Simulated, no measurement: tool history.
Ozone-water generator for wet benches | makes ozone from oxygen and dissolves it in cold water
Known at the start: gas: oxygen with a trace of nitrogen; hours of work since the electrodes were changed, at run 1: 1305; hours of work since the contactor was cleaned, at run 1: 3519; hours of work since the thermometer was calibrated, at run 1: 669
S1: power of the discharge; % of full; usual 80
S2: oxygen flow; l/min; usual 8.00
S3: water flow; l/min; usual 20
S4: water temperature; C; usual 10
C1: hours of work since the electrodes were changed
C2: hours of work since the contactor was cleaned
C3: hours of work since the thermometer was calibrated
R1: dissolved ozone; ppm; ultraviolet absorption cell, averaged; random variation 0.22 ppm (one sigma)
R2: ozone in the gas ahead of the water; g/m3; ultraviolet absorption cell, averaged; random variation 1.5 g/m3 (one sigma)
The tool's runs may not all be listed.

run     day  S1    S2  S3  S4    C1    C2    C3    R1     R2
  1   0.000  80  8.00  20  10  1305  3519   669  32.9  275.4
  2   2.462  80  8.00  20  10  1350  3563   713  32.7  272.9
  3   4.904  80  8.00  17  10  1393  3607   757  36.7  276.3
  4   6.192  80  8.00  20  10  1416  3630   780  32.4  274.8
  5   7.875  52  8.00  20  10  1447  3660   810  22.6  190.5
  6   8.975  52  8.00  20  10  1466  3680   830  22.6  191.8
  7  11.088  80  8.00  20   6  1504  3718   868  35.0  274.7
  8  12.996  80  8.00  20  10  1538  3752   902  32.5  273.4
  9  14.379  80  8.00  20  10  1563  3777   927  33.1  275.3
 10  15.488  80  8.00  20  10  1583  3797   947  33.1  272.6
 11  17.067  96  8.00  20  10  1611  3825   975  38.1  318.3
 12  19.400  96  8.00  20  10  1653  3867  1017  38.0  320.7
 13  21.021  96  8.00  20  10  1682  3896  1046  37.8  319.1
 14  22.729  96  8.00  20  10  1713  3926  1076  38.2  318.1
 15  23.958  96  8.00  20  10  1735  3948  1098  38.8  319.2
 16  25.283  96  8.00  20  10  1759  3972  1122  38.0  319.2
 17  26.646  80  8.00  20  15  1783  3996  1147  29.8  274.9
 18  28.300  45  9.32  20   9  1813  4026  1176  20.7  157.7
 19  30.088  93  9.32  23   9  1845  4058  1208  35.0  290.3
 20  32.275  80  8.00  20  17  1884  4097  1247  29.4  273.5
 21  34.288  80  8.00  20  17  1920  4133  1284  29.3  272.3

The next listed run, before its measurement:
 22  36.612  80  8.00  14  17  1961  4175  1325   ?   ?

Run 22 gave R1 36.6 ppm, R2 273.4 g/m3.
Without the tool's hidden state the same run would have given R1 36.7 ppm, R2 277.5 g/m3.

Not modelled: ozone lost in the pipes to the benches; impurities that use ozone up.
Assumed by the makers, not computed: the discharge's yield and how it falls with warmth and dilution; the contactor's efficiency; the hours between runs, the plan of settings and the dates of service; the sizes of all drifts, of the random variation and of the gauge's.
